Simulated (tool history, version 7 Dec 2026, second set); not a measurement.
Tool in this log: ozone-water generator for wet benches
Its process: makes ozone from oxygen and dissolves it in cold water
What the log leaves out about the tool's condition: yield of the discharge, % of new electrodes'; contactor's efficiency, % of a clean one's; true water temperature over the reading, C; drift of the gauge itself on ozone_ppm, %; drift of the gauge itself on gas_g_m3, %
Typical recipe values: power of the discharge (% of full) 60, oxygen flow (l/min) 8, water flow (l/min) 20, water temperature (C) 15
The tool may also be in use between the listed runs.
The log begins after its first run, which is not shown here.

run,day,power of the discharge (% of full),oxygen flow (l/min),water flow (l/min),water temperature (C),hours of work since the electrodes were changed,hours of work since the contactor was cleaned,hours of work since the thermometer was calibrated,dissolved ozone (ppm),ozone in the gas ahead of the water (g/m3)
2,3.075,60,8,20,15,307,3268,2817,18.2,145.1
3,4.962,73,8,20,15,344,3306,2854,21.9,167.7
4,7.917,73,8,20,15,402,3364,2913,21.7,169.3
5,9.55,73,8,20,15,435,3396,2945,21.7,168.1
6,11.162,73,8,20,15,466,3428,2977,21.8,170.3
7,13.996,73,8,20,15,522,3484,3033,21.6,169
8,17.333,73,8,20,15,588,3550,3099,21.5,169.5
9,19.846,60,8,20,15,638,3600,3148,18.6,142
10,21.817,60,8,17,15,677,3639,3187,20.7,142.7
11,24.171,60,8,17,15,723,3685,3234,20.7,143.6
12,25.783,60,8,17,15,755,3717,3266,20.7,142.6
13,28.492,60,8,20,15,809,3771,3319,18.3,142.6
14,30.971,60,8,20,15,858,3820,3368,18.3,144.2
15,32.475,60,8,20,15,888,3849,3398,18.5,145
16,34.088,60,8,20,15,919,3881,3430,18.3,144.8
17,36.933,60,8,22,13,976,3938,3486,17.8,143.9

Predict the results of run 18:
18,39.554,66,8,20,15,1027,3989,3538,?,?

Run 18 came out at dissolved ozone (ppm) 19.9, ozone in the gas ahead of the water (g/m3) 154.5.
Take away the tool's hidden state, keep the run-to-run variation as it was, and the same run would have given dissolved ozone (ppm) 20, ozone in the gas ahead of the water (g/m3) 154.6.
